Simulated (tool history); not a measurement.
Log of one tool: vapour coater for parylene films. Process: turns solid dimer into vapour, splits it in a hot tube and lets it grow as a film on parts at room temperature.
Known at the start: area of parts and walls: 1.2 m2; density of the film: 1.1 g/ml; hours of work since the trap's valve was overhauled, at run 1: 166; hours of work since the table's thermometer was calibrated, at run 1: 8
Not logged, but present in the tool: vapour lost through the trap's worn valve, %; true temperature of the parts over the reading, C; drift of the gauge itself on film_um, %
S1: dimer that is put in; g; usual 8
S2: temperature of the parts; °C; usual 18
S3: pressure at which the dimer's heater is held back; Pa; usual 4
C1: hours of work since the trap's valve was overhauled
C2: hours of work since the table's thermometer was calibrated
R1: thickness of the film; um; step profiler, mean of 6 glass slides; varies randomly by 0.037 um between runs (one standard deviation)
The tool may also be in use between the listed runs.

Run 1, day 0: usual settings; C1 166; C2 8. Result: R1 3.52 um.
Run 2, day 1.388: usual settings but S2 28 °C; C1 188; C2 30. Result: R1 2.93 um.
Run 3, day 2.95: usual settings but S1 3 g, S2 28 °C; C1 213; C2 55. Result: R1 1.09 um.
At day 4.396: trap's valve overhauled.
Run 4, day 4.642: usual settings but S1 3 g, S2 28 °C; C1 4; C2 80. Result: R1 1.05 um.
Run 5, day 5.917: usual settings but S3 4.86 Pa; C1 24; C2 100. Result: R1 3.24 um.
Run 6, day 8.025: usual settings but S3 9.29 Pa; C1 58; C2 134. Result: R1 3.03 um.
Run 7, day 9.462: usual settings; C1 82; C2 157. Result: R1 3.13 um.
Run 8, day 11.308: usual settings; C1 111; C2 187. Result: R1 3.13 um.
Run 9, day 14.183: usual settings but S3 2.77 Pa; C1 158; C2 233. Result: R1 3.15 um.
Run 10, day 17.071: usual settings but S2 20 °C, S3 2.49 Pa; C1 204; C2 280. Result: R1 2.95 um.
At day 19.104: trap's valve overhauled, once more.
Run 11, day 19.425: usual settings but S1 12 g, S2 26 °C; C1 5; C2 315. Result: R1 5.01 um.

Estimate the outcome of run 12 from the log above:
Run 12, day 21.917: usual settings but S1 6 g; C1 45; C2 355. Result: R1 ?.

{"run 12": {"R1": 2.85}}
Take away the tool's hidden state, keep the run-to-run variation as it was, and the same run would have given R1 2.93 um.
